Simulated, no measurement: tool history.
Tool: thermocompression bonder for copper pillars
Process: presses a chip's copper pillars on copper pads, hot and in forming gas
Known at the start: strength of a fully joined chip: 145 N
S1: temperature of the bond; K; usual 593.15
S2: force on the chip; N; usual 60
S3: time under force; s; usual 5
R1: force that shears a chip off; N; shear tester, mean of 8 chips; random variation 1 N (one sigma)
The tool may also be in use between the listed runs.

run   hour      S1  S2  S3     R1
  1      0  593.15  60   5   90.5
  2    9.4  593.15  60   5     89
  3   16.2  593.15  60   5   89.9
  4     28  593.15  60   5   88.9
  5     43  593.15  60   5   87.7
  6   51.3  593.15  60   5   90.2
  7   64.7  593.15  60   5   89.1
  8   75.2  593.15  60   5   88.5
  9   88.6  593.15  60   5   88.7
      91.9  -- heater calibrated with a thermocouple chip
 10  104.3  593.15  60   5   89.2
     117.2  -- heater calibrated with a thermocouple chip, once more
 11  120.1  593.15  60   7  101.7
 12  131.7  593.15  60   7  100.1
 13  138.5  593.15  39   4   57.4
 14  148.8  593.15  39   4   58.6
 15  162.8  593.15  39   4   58.8
 16  177.5  576.15  43  14     78
 17  189.8  593.15  37   3   48.8
 18    201  593.15  37   3   47.6
 19  208.2  593.15  77   3     95
 20  217.7  622.15  77   4  123.8
 21  229.2  574.15  60  12   91.6
 22    238  574.15  60  12   93.6
 23  250.7  574.15  60   4   65.2

4 ways to go on from here, each from the tool as it stands after run 23. What would each give?
  A   265  589.15  38   3   ?
  B   265  572.15  68   4   ?
  C   265  574.15  54   4   ?
  D   265  580.15  70   9   ?

run     R1
  A   47.2
  B   73.8
  C   58.8
  D  103.1
Without the tool's hidden state the same runs would have given:
run     R1
  A     48
  B   75.3
  C     60
  D  105.4
